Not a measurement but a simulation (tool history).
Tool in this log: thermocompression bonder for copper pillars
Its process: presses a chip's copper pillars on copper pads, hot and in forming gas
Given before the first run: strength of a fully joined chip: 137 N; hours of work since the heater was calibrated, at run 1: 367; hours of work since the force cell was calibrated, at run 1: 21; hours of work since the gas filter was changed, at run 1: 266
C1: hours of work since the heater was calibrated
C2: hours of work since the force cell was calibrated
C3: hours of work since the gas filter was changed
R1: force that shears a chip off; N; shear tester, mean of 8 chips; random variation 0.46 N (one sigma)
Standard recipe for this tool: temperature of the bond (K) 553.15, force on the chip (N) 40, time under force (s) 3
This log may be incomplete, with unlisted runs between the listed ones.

{"run": 1, "hour": 0.0, "temperature of the bond (K)": 553.15, "force on the chip (N)": 40, "time under force (s)": 3, "C1": 367, "C2": 21, "C3": 266, "R1": 46.3}
{"hour": 31.1, "done": "forming gas filter changed"}
{"run": 2, "hour": 38.3, "temperature of the bond (K)": 553.15, "force on the chip (N)": 40, "time under force (s)": 3, "C1": 384, "C2": 38, "C3": 3, "R1": 52.1}
{"run": 3, "hour": 80.0, "temperature of the bond (K)": 553.15, "force on the chip (N)": 40, "time under force (s)": 3, "C1": 403, "C2": 56, "C3": 22, "R1": 52.1}
{"run": 4, "hour": 108.7, "temperature of the bond (K)": 553.15, "force on the chip (N)": 40, "time under force (s)": 8, "C1": 416, "C2": 69, "C3": 35, "R1": 74.6}
{"run": 5, "hour": 143.3, "temperature of the bond (K)": 553.15, "force on the chip (N)": 40, "time under force (s)": 8, "C1": 432, "C2": 85, "C3": 51, "R1": 74.7}
{"run": 6, "hour": 180.1, "temperature of the bond (K)": 553.15, "force on the chip (N)": 40, "time under force (s)": 8, "C1": 448, "C2": 102, "C3": 67, "R1": 73.1}
{"run": 7, "hour": 229.5, "temperature of the bond (K)": 553.15, "force on the chip (N)": 40, "time under force (s)": 8, "C1": 471, "C2": 124, "C3": 90, "R1": 73.7}
{"run": 8, "hour": 265.1, "temperature of the bond (K)": 553.15, "force on the chip (N)": 40, "time under force (s)": 8, "C1": 487, "C2": 140, "C3": 106, "R1": 71.9}
{"run": 9, "hour": 290.1, "temperature of the bond (K)": 553.15, "force on the chip (N)": 40, "time under force (s)": 3, "C1": 498, "C2": 151, "C3": 117, "R1": 52.4}
{"run": 10, "hour": 314.1, "temperature of the bond (K)": 553.15, "force on the chip (N)": 40, "time under force (s)": 3, "C1": 509, "C2": 162, "C3": 128, "R1": 51.5}
{"run": 11, "hour": 350.8, "temperature of the bond (K)": 553.15, "force on the chip (N)": 40, "time under force (s)": 3, "C1": 525, "C2": 179, "C3": 144, "R1": 51.4}
{"run": 12, "hour": 376.1, "temperature of the bond (K)": 553.15, "force on the chip (N)": 40, "time under force (s)": 3, "C1": 537, "C2": 190, "C3": 156, "R1": 51.7}
{"run": 13, "hour": 398.8, "temperature of the bond (K)": 553.15, "force on the chip (N)": 40, "time under force (s)": 3, "C1": 547, "C2": 200, "C3": 166, "R1": 51.2}
{"run": 14, "hour": 421.9, "temperature of the bond (K)": 553.15, "force on the chip (N)": 36, "time under force (s)": 3, "C1": 557, "C2": 211, "C3": 176, "R1": 47.2}
{"run": 15, "hour": 459.8, "temperature of the bond (K)": 553.15, "force on the chip (N)": 39, "time under force (s)": 3, "C1": 575, "C2": 228, "C3": 194, "R1": 50.1}
{"run": 16, "hour": 500.7, "temperature of the bond (K)": 553.15, "force on the chip (N)": 55, "time under force (s)": 2, "C1": 593, "C2": 246, "C3": 212, "R1": 53.3}
{"run": 17, "hour": 539.6, "temperature of the bond (K)": 567.15, "force on the chip (N)": 24, "time under force (s)": 7, "C1": 611, "C2": 264, "C3": 230, "R1": 56.4}
{"run": 18, "hour": 574.0, "temperature of the bond (K)": 547.15, "force on the chip (N)": 26, "time under force (s)": 7, "C1": 626, "C2": 279, "C3": 245, "R1": 48.3}
{"run": 19, "hour": 623.1, "temperature of the bond (K)": 576.15, "force on the chip (N)": 26, "time under force (s)": 2, "C1": 648, "C2": 302, "C3": 267, "R1": 40.0}
{"hour": 650.7, "done": "forming gas filter changed"}
{"run": 20, "hour": 654.2, "temperature of the bond (K)": 524.15, "force on the chip (N)": 26, "time under force (s)": 3, "C1": 662, "C2": 315, "C3": 2, "R1": 29.7}
{"run": 21, "hour": 701.4, "temperature of the bond (K)": 562.15, "force on the chip (N)": 58, "time under force (s)": 3, "C1": 683, "C2": 337, "C3": 23, "R1": 76.5}
{"run": 22, "hour": 729.4, "temperature of the bond (K)": 532.15, "force on the chip (N)": 47, "time under force (s)": 5, "C1": 696, "C2": 349, "C3": 36, "R1": 60.4}
{"run": 23, "hour": 754.2, "temperature of the bond (K)": 573.15, "force on the chip (N)": 47, "time under force (s)": 3, "C1": 707, "C2": 361, "C3": 47, "R1": 72.7}
{"run": 24, "hour": 800.0, "temperature of the bond (K)": 553.15, "force on the chip (N)": 48, "time under force (s)": 7, "C1": 728, "C2": 381, "C3": 67, "R1": 83.0}

Below, some changes in R1 between adjacent runs. For each, the amount present without the hidden state too (settings, incoming material, random variation) and the amount remaining for the hidden state with gauge scatter not shared by both compared results:
The hidden state here: true temperature of the bond over the reading, C; force that reaches the chip, % of what is set; oxide that the forming gas leaves, % of the face; drift of the gauge itself on shear_n, %.
Run 1 -> 2: forming gas filter changed. R1 +5.8 N: hidden state +6.8, all else -1.0.
Run 3 -> 4: time under force (s) 3 -> 8. R1 +22.5 N: hidden state +0.4, all else +22.1.
Run 19 -> 20: temperature of the bond (K) 576.15 -> 524.15, time under force (s) 2 -> 3, forming gas filter changed. R1 -10.3 N: hidden state +4.3, all else -14.6.
Run 20 -> 21: temperature of the bond (K) 524.15 -> 562.15, force on the chip (N) 26 -> 58. R1 +46.8 N: hidden state +3.1, all else +43.7.
